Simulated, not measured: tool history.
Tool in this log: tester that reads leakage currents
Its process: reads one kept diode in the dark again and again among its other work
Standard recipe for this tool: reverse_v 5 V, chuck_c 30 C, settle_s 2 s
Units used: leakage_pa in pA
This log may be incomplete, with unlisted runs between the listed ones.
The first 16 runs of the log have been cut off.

run      day  reverse_v  chuck_c  settle_s  leakage_pa
 17   56.342       6.72       30         2       55.05
 18   60.767          5       30         2       46.54
 19   63.708          5       30         2       46.69
 20   67.888          5       30         2       46.74
 21   69.996          5       30         2       47.02
 22   73.296       1.09       30      2.39       19.62
 23   76.112       3.93       30         2       41.21
 24   79.088       3.93       30         2       41.29
 25   83.425       7.56       32         2       70.25
 26   87.892       7.56       32         2       70.48
 27   90.925       7.56       22      0.46       39.83
 28   95.796       6.58       33         2       69.74
 29   99.692        9.5       53      0.64      327.55
 30  103.017      12.83       31      0.42       98.61
 31  106.133      12.83       31      0.42        99.2
 32    110.6      18.23       27      0.36      101.51
 33  113.654      18.23       27      0.36      101.84
 34  116.925       2.21       35      7.38       44.21
 35  120.008       2.12       27      7.38       24.62
 36  124.533       2.12       27      7.38       24.75
 37  127.658       1.12       24         1       14.15
 38  130.775       3.05       33      0.47       48.56
 39  135.012       3.05       33      0.47       48.29

4 options for the next run, each taken on its own from the tool as it stands now. Forecast them:
  A  139.033       2.05       30      2.61           ?
  B  139.033       1.45       26         2           ?
  C  139.033       2.64       23      7.58           ?
  D  139.033          5       22      0.68           ?

run  leakage_pa
  A        30.7
  B       19.12
  C       21.99
  D       32.11
Had the tool no hidden state, the same runs would have come out as:
run  leakage_pa
  A       24.89
  B       15.27
  C       16.52
  D       23.14
